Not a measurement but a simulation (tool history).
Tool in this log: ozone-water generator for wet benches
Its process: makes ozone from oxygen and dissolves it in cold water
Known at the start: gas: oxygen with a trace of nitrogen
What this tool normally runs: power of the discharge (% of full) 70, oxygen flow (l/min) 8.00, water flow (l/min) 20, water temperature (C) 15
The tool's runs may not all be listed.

run,hour,power of the discharge (% of full),oxygen flow (l/min),water flow (l/min),water temperature (C),dissolved ozone (ppm),ozone in the gas ahead of the water (g/m3)
1,0.0,70,8.00,20,15,40.5,252.8
2,54.4,70,8.00,20,20,36.8,251.3
3,88.9,76,8.00,20,15,43.0,270.5
4,140.5,76,8.00,20,15,43.2,266.6
5,169.4,76,8.00,20,15,43.2,269.4
6,207.9,70,8.00,20,15,40.5,251.0
7,246.8,70,5.73,20,15,37.7,282.6
8,301.7,70,5.73,20,15,38.3,281.0
9,337.7,70,5.73,20,15,38.1,282.3
10,390.0,70,5.73,20,15,38.1,279.3
11,438.7,70,5.73,20,15,37.9,278.0
12,461.6,70,8.00,20,12,42.4,248.1
13,493.9,70,8.00,20,13,41.5,249.1
14,524.4,70,8.00,20,13,41.3,247.6
15,562.8,70,8.00,20,13,42.1,249.5
16,604.7,75,8.60,26,15,36.0,256.0
17,653.4,61,8.00,13,15,45.8,220.9
18,693.6,70,10.78,20,12,44.0,223.8
19,746.0,70,8.00,17,13,46.1,249.3
20,794.1,70,8.00,17,13,46.1,245.5
21,845.3,70,8.00,17,13,45.8,245.4
22,886.3,72,8.00,20,7,47.2,252.9
23,931.1,51,8.00,20,7,35.1,190.2
24,980.9,65,12.17,28,7,35.7,201.1
25,1010.2,78,9.52,21,13,44.9,252.1
26,1045.3,74,6.20,14,16,50.1,279.8
# hour 1082.9: gauge calibrated
27,1089.7,74,6.20,14,16,50.0,286.4
28,1123.0,70,8.00,23,15,36.3,250.8

What if the next run were any one of these 3? Each begins from the tool's condition after run 28:
A,1162.8,87,6.41,15,15,?,?
B,1162.8,51,8.00,15,9,?,?
C,1162.8,70,5.43,18,15,?,?

run,dissolved ozone (ppm),ozone in the gas ahead of the water (g/m3)
A,55.7,322.9
B,41.0,194.2
C,40.6,289.1
With no hidden state in the tool, these same runs would have given:
run,dissolved ozone (ppm),ozone in the gas ahead of the water (g/m3)
A,55.7,323.7
B,41.0,194.7
C,40.6,289.8
